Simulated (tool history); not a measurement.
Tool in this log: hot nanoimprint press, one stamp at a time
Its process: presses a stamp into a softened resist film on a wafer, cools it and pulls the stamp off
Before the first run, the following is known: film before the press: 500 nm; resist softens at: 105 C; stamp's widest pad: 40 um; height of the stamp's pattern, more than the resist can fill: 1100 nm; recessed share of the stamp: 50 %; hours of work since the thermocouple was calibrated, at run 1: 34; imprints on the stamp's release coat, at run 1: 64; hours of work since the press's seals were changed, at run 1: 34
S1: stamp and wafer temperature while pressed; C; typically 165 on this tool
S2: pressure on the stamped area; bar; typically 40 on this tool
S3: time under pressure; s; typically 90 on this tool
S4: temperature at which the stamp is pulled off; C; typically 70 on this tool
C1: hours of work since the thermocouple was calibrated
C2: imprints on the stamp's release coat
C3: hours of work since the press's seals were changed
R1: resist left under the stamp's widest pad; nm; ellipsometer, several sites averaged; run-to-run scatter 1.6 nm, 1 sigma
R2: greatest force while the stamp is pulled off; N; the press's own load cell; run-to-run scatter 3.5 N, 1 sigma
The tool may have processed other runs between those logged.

Run 1, hour 0: usual settings; C1 34; C2 64; C3 34. Result: R1 264.2 nm, R2 175 N.
Run 2, hour 18.3: usual settings but S4 63 C; C1 48; C2 126; C3 48. Result: R1 265.1 nm, R2 216 N.
Run 3, hour 34.7: usual settings but S4 63 C; C1 60; C2 182; C3 60. Result: R1 267.1 nm, R2 216 N.
Run 4, hour 62.7: usual settings; C1 81; C2 277; C3 81. Result: R1 270.5 nm, R2 187 N.
Run 5, hour 86.6: usual settings but S2 40.9 bar; C1 98; C2 358; C3 98. Result: R1 264.8 nm, R2 200 N.
Run 6, hour 115.4: usual settings but S2 58.2 bar; C1 120; C2 455; C3 120. Result: R1 226.6 nm, R2 202 N.
Run 7, hour 133.1: usual settings but S2 58.2 bar; C1 133; C2 515; C3 133. Result: R1 226.9 nm, R2 210 N.
Run 8, hour 150.6: usual settings but S4 62 C; C1 146; C2 575; C3 146. Result: R1 269.7 nm, R2 259 N.
Run 9, hour 164.6: usual settings but S4 62 C; C1 156; C2 622; C3 156. Result: R1 270.7 nm, R2 255 N.
Run 10, hour 190.9: usual settings but S1 170 C; C1 176; C2 711; C3 176. Result: R1 224.5 nm, R2 223 N.
Run 11, hour 211.9: usual settings but S3 62 s; C1 191; C2 782; C3 191. Result: R1 307.3 nm, R2 235 N.
Run 12, hour 242.1: usual settings; C1 214; C2 885; C3 214. Result: R1 275.9 nm, R2 232 N.
Run 13, hour 256.5: usual settings; C1 225; C2 934; C3 225. Result: R1 274.7 nm, R2 238 N.
At hour 262.3: plate thermocouple calibrated.
Run 14, hour 281.6: usual settings; C1 14; C2 1009; C3 241. Result: R1 282.4 nm, R2 255 N.
Run 15, hour 308.5: usual settings; C1 34; C2 1100; C3 261. Result: R1 286.4 nm, R2 254 N.
Run 16, hour 334.3: usual settings; C1 53; C2 1187; C3 280. Result: R1 286.1 nm, R2 262 N.
Run 17, hour 361: usual settings but S1 158 C, S2 26.9 bar, S3 133 s, S4 77 C; C1 73; C2 1278; C3 300. Result: R1 382.2 nm, R2 230 N.
Run 18, hour 376.7: usual settings but S1 158 C, S2 26.9 bar, S3 133 s, S4 77 C; C1 85; C2 1331; C3 311. Result: R1 383 nm, R2 224 N.
Run 19, hour 395.2: usual settings but S1 158 C, S2 26.9 bar, S3 133 s, S4 77 C; C1 99; C2 1394; C3 325. Result: R1 383.8 nm, R2 239 N.
Run 20, hour 413: usual settings but S1 154 C, S2 37.1 bar, S3 133 s, S4 73 C; C1 112; C2 1454; C3 338. Result: R1 394.2 nm, R2 273 N.
Run 21, hour 431.3: usual settings but S1 154 C, S2 37.1 bar, S3 133 s, S4 57 C; C1 125; C2 1516; C3 352. Result: R1 391.7 nm, R2 383 N.
At hour 435.8: plate thermocouple calibrated, once more.
Run 22, hour 463.3: usual settings but S1 162 C, S2 48.4 bar, S3 79 s, S4 58 C; C1 20; C2 1614; C3 374. Result: R1 290.2 nm, R2 378 N.
Run 23, hour 490.1: usual settings but S2 61.6 bar; C1 40; C2 1705; C3 393. Result: R1 217.4 nm, R2 301 N.
Run 24, hour 511.1: usual settings but S1 159 C, S2 25.5 bar, S4 61 C; C1 56; C2 1776; C3 409. Result: R1 388.3 nm, R2 364 N.
Run 25, hour 537.8: usual settings but S1 170 C, S2 46.3 bar; C1 76; C2 1867; C3 429. Result: R1 202.4 nm, R2 311 N.
Run 26, hour 552.8: usual settings but S1 170 C, S2 46.3 bar, S3 124 s; C1 87; C2 1918; C3 440. Result: R1 180.4 nm, R2 321 N.
Run 27, hour 567.1: usual settings but S1 164 C, S2 56.3 bar; C1 97; C2 1966; C3 451. Result: R1 243.4 nm, R2 327 N.
Run 28, hour 587: usual settings but S1 166 C, S3 148 s; C1 112; C2 2034; C3 465. Result: R1 218.8 nm, R2 322 N.
Run 29, hour 611.6: usual settings but S1 166 C, S3 148 s; C1 130; C2 2117; C3 484. Result: R1 221.8 nm, R2 356 N.

Alternative continuations, all from the tool just after run 29; predict every row:
Run A, hour 630.3: usual settings but S4 76 C; C1 144; C2 2180; C3 497. Result: R1 ?, R2 ?.
Run B, hour 630.3: usual settings but S1 170 C, S2 48.7 bar, S4 55 C; C1 144; C2 2180; C3 497. Result: R1 ?, R2 ?.
Run C, hour 630.3: usual settings but S1 166 C, S3 69 s; C1 144; C2 2180; C3 497. Result: R1 ?, R2 ?.

run     R1   R2
  A  274.7  298
  B  204.2  462
  C  287.3  347
The same runs, with their run-to-run variation unchanged, on a tool lacking any hidden condition would have given:
run     R1   R2
  A  265.3  146
  B  196.4  228
  C  277.9  170

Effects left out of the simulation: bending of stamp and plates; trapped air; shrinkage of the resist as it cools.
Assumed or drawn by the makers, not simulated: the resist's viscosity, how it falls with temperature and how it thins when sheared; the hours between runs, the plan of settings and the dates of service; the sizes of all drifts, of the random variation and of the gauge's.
